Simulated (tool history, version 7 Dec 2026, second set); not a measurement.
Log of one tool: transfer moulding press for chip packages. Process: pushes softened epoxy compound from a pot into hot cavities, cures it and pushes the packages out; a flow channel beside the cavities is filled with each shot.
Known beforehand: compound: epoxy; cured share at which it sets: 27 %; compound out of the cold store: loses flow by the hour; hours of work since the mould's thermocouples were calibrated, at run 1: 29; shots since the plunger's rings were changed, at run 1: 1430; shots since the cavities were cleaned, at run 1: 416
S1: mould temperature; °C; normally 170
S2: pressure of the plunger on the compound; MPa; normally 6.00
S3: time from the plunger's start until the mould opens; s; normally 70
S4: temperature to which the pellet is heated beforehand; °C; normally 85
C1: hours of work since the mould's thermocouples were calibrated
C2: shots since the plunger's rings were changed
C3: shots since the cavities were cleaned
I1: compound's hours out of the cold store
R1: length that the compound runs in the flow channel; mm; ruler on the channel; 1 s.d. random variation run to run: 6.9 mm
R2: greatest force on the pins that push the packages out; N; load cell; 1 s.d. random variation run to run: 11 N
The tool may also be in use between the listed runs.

run,hour,S1,S2,S3,S4,C1,C2,C3,I1,R1,R2
1,0.0,170,6.00,70,85,29,1430,416,47.7,742,749
# hour 38.7: cavities cleaned with cleaning compound and waxed
2,44.6,170,6.00,70,85,61,2169,101,29.2,786,1119
# hour 101.1: cavities cleaned with cleaning compound and waxed
3,101.1,170,6.00,70,85,102,3112,0,35.2,757,546
# hour 132.9: cavities cleaned with cleaning compound and waxed, once more
4,140.8,170,6.00,70,85,130,3766,135,27.6,761,626
# hour 184.7: plunger's sealing rings changed
# hour 199.0: cavities cleaned with cleaning compound and waxed
5,199.5,170,6.00,70,85,171,229,10,23.2,831,566
6,250.3,170,6.00,70,85,208,1099,880,14.6,871,935
# hour 260.7: cavities cleaned with cleaning compound and waxed
7,308.2,170,6.00,70,85,250,2065,813,42.8,738,850
# hour 325.5: cavities cleaned with cleaning compound and waxed
8,367.4,170,6.00,70,84,293,3054,718,26.6,795,905
# hour 389.7: cavities cleaned with cleaning compound and waxed
9,395.0,174,6.00,70,85,312,3503,92,21.2,777,505
10,446.2,174,6.00,70,85,350,4380,969,12.3,814,777
# hour 454.1: plunger's sealing rings changed
# hour 455.6: cavities cleaned with cleaning compound and waxed
11,476.3,174,6.00,70,85,370,356,356,15.3,863,661
# hour 516.5: cavities cleaned with cleaning compound and waxed
12,525.2,170,6.00,70,85,405,1167,147,34.2,793,640
# hour 578.1: cavities cleaned with cleaning compound and waxed
13,578.1,170,6.00,70,85,443,2050,0,23.2,828,530
14,617.3,170,6.00,70,85,472,2722,672,41.9,751,832
# hour 641.2: cavities cleaned with cleaning compound and waxed
15,677.6,170,4.79,70,83,516,3729,624,8.7,762,923
# hour 705.7: cavities cleaned with cleaning compound and waxed
16,711.2,170,4.71,70,92,539,4280,95,11.8,740,598
# hour 726.1: mould's thermocouples calibrated
# hour 728.6: plunger's sealing rings changed
17,749.4,173,6.00,70,85,15,357,673,10.9,889,733
# hour 774.6: cavities cleaned with cleaning compound and waxed
18,812.7,176,5.59,96,81,61,1415,653,14.9,817,585
# hour 838.0: cavities cleaned with cleaning compound and waxed
19,841.3,176,5.46,70,85,81,1880,57,24.4,767,442
# hour 898.8: cavities cleaned with cleaning compound and waxed
20,898.8,176,5.46,70,92,123,2840,0,17.0,775,431
21,947.8,164,4.56,70,81,159,3681,841,8.7,749,1495
# hour 960.9: cavities cleaned with cleaning compound and waxed
# hour 998.0: plunger's sealing rings changed
22,1008.9,178,6.00,73,85,202,188,781,18.0,842,669
# hour 1025.3: cavities cleaned with cleaning compound and waxed
23,1037.5,164,5.54,96,92,222,653,210,45.5,731,569
24,1079.4,170,5.68,83,81,253,1371,928,43.2,727,701
# hour 1089.4: cavities cleaned with cleaning compound and waxed
25,1141.2,170,5.68,83,81,298,2404,888,21.9,783,747
# hour 1152.2: cavities cleaned with cleaning compound and waxed
26,1179.3,170,6.00,51,85,325,3032,466,15.2,816,1964
27,1208.8,176,4.87,70,88,347,3538,972,27.6,677,717

Each row is a separate what-if for the run after 27, all from the same tool condition, not one after another. Results?
# hour 1212.9: cavities cleaned with cleaning compound and waxed
# hour 1267.4: plunger's sealing rings changed
A,1274.2,176,6.00,70,85,392,116,1008,32.1,?,?
# hour 1212.9: cavities cleaned with cleaning compound and waxed
# hour 1267.4: plunger's sealing rings changed
B,1274.2,165,6.00,70,85,392,116,1008,29.9,?,?
# hour 1212.9: cavities cleaned with cleaning compound and waxed
# hour 1267.4: plunger's sealing rings changed
C,1274.2,176,6.31,69,86,392,116,1008,36.6,?,?

run,R1,R2
A,785,731
B,840,1284
C,783,746
Had the tool no hidden state, the same runs would have come out as:
run,R1,R2
A,787,421
B,842,725
C,785,428
